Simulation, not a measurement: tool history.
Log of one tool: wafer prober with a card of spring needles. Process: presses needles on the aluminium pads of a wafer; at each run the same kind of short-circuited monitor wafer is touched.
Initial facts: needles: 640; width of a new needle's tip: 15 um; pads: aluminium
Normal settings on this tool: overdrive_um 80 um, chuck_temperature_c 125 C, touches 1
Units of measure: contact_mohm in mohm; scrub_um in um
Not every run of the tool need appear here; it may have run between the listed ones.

run    day  overdrive_um  chuck_temperature_c  touches  contact_mohm  scrub_um
  1      0            80                  125        1           130     18.13
     0.171  -- tips cleaned on abrasive film
     0.375  -- tips cleaned on abrasive film
  2  0.475            80                   26        1           119     18.38
     0.562  -- tips cleaned on abrasive film
      0.75  -- tips cleaned on abrasive film
     0.962  -- tips cleaned on abrasive film
  3  1.129            80                   26        1           119     18.24
     1.175  -- tips cleaned on abrasive film
     1.346  -- tips cleaned on abrasive film
     1.562  -- tips cleaned on abrasive film
  4  1.721            80                   26        1           118     18.12
     1.767  -- tips cleaned on abrasive film
     1.983  -- tips cleaned on abrasive film
     2.171  -- tips cleaned on abrasive film
  5  2.171            80                   26        1           117     18.44
     2.375  -- tips cleaned on abrasive film
     2.579  -- tips cleaned on abrasive film
     2.779  -- tips cleaned on abrasive film
  6  2.875            80                  125        1           134     18.15
     2.962  -- tips cleaned on abrasive film
     3.167  -- tips cleaned on abrasive film
     3.379  -- tips cleaned on abrasive film
  7  3.417            80                  125        1           130      18.1
     3.575  -- tips cleaned on abrasive film
     3.771  -- tips cleaned on abrasive film
     3.983  -- tips cleaned on abrasive film
  8  3.996            93                   31        2           117     20.99
     4.192  -- tips cleaned on abrasive film
     4.404  -- tips cleaned on abrasive film
  9  4.538            93                   47        2           120     20.98
     4.588  -- tips cleaned on abrasive film
       4.8  -- tips cleaned on abrasive film
         5  -- tips cleaned on abrasive film
 10  5.046            93                   47        2           123     21.04
     5.175  -- tips cleaned on abrasive film
     5.392  -- tips cleaned on abrasive film
       5.6  -- tips cleaned on abrasive film
 11  5.654            93                   47        2           122     20.86

Results per run with the tool's hidden condition removed, run-to-run variation unchanged:
Hidden state present: debris on the tips, nm; way that the needles fall short of the set height, um; tips' diameter, um; drift of the gauge itself on contact_mohm, %; drift of the gauge itself on scrub_um, %.
run  scrub_um
  1     18.15
  2     18.42
  3      18.3
  4     18.21
  5     18.54
  6     18.28
  7     18.25
  8     21.19
  9      21.2
 10     21.27
 11     21.13
contact_mohm: at most 1 mohm away from the measurement, every run.
